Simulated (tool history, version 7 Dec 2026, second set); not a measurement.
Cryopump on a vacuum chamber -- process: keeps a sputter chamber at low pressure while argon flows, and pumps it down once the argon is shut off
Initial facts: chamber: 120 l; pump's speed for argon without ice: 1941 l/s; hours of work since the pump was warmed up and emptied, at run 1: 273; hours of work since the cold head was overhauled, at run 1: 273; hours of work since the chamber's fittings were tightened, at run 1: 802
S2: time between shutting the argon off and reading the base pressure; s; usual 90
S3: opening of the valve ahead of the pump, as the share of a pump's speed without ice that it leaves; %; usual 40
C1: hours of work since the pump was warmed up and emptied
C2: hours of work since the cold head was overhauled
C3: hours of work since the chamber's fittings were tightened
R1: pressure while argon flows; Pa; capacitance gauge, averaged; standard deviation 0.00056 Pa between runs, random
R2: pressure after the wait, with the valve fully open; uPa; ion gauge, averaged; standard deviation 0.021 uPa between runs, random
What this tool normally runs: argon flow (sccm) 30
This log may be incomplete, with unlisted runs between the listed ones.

run 1 hour=0 | argon_flow_(sccm)=30 S2=90 S3=40 | C1=273 C2=273 C3=802 | R1=0.0765 R2=1.14
run 2 hour=41.2 | argon_flow_(sccm)=30 S2=90 S3=40 | C1=292 C2=292 C3=821 | R1=0.0771 R2=1.07
run 3 hour=63.3 | argon_flow_(sccm)=30 S2=90 S3=40 | C1=302 C2=302 C3=831 | R1=0.0775 R2=1.1
-- hour=88.2 pump warmed up, emptied and cooled again
run 4 hour=101.3 | argon_flow_(sccm)=30 S2=90 S3=40 | C1=6 C2=317 C3=846 | R1=0.0652 R2=0.87
run 5 hour=135.6 | argon_flow_(sccm)=31 S2=90 S3=40 | C1=22 C2=333 C3=862 | R1=0.0682 R2=0.89
run 6 hour=178.2 | argon_flow_(sccm)=31 S2=90 S3=40 | C1=41 C2=352 C3=881 | R1=0.0691 R2=0.89
run 7 hour=216.2 | argon_flow_(sccm)=30 S2=90 S3=40 | C1=59 C2=370 C3=899 | R1=0.0669 R2=0.97
run 8 hour=234.1 | argon_flow_(sccm)=30 S2=90 S3=40 | C1=67 C2=378 C3=907 | R1=0.0671 R2=0.94
run 9 hour=267.9 | argon_flow_(sccm)=30 S2=90 S3=40 | C1=82 C2=393 C3=922 | R1=0.0679 R2=0.98
run 10 hour=286.3 | argon_flow_(sccm)=30 S2=90 S3=40 | C1=91 C2=402 C3=931 | R1=0.0676 R2=1
run 11 hour=311.2 | argon_flow_(sccm)=30 S2=90 S3=40 | C1=102 C2=413 C3=942 | R1=0.0691 R2=0.99
run 12 hour=337.3 | argon_flow_(sccm)=30 S2=90 S3=40 | C1=114 C2=425 C3=954 | R1=0.0692 R2=1.02
run 13 hour=377.4 | argon_flow_(sccm)=30 S2=90 S3=45 | C1=133 C2=444 C3=973 | R1=0.0618 R2=1.03
run 14 hour=417.4 | argon_flow_(sccm)=30 S2=90 S3=45 | C1=151 C2=462 C3=991 | R1=0.063 R2=1.09
run 15 hour=438.1 | argon_flow_(sccm)=30 S2=90 S3=45 | C1=161 C2=471 C3=1000 | R1=0.0642 R2=1.03
run 16 hour=474.7 | argon_flow_(sccm)=30 S2=90 S3=45 | C1=177 C2=488 C3=1017 | R1=0.0633 R2=1.06
-- hour=486.8 leaking fittings of the chamber tightened, without venting
run 17 hour=499.6 | argon_flow_(sccm)=30 S2=90 S3=16 | C1=188 C2=499 C3=6 | R1=0.1695 R2=0.51
run 18 hour=523.7 | argon_flow_(sccm)=30 S2=90 S3=16 | C1=199 C2=510 C3=17 | R1=0.1707 R2=0.55
run 19 hour=550.1 | argon_flow_(sccm)=30 S2=90 S3=16 | C1=211 C2=522 C3=29 | R1=0.1704 R2=0.55
run 20 hour=583.8 | argon_flow_(sccm)=57 S2=90 S3=39 | C1=226 C2=537 C3=45 | R1=0.1424 R2=0.55

Run 21 comes next. What will it give?
run 21 hour=602.3 | argon_flow_(sccm)=25 S2=172 S3=21 | C1=235 C2=546 C3=53 | R1=? R2=?

Run 21 measured R1 0.1105 Pa, R2 0.44 uPa.
If the tool had no hidden condition, the same run with the same run-to-run variation would have returned R1 0.1033 Pa, R2 0.34 uPa.
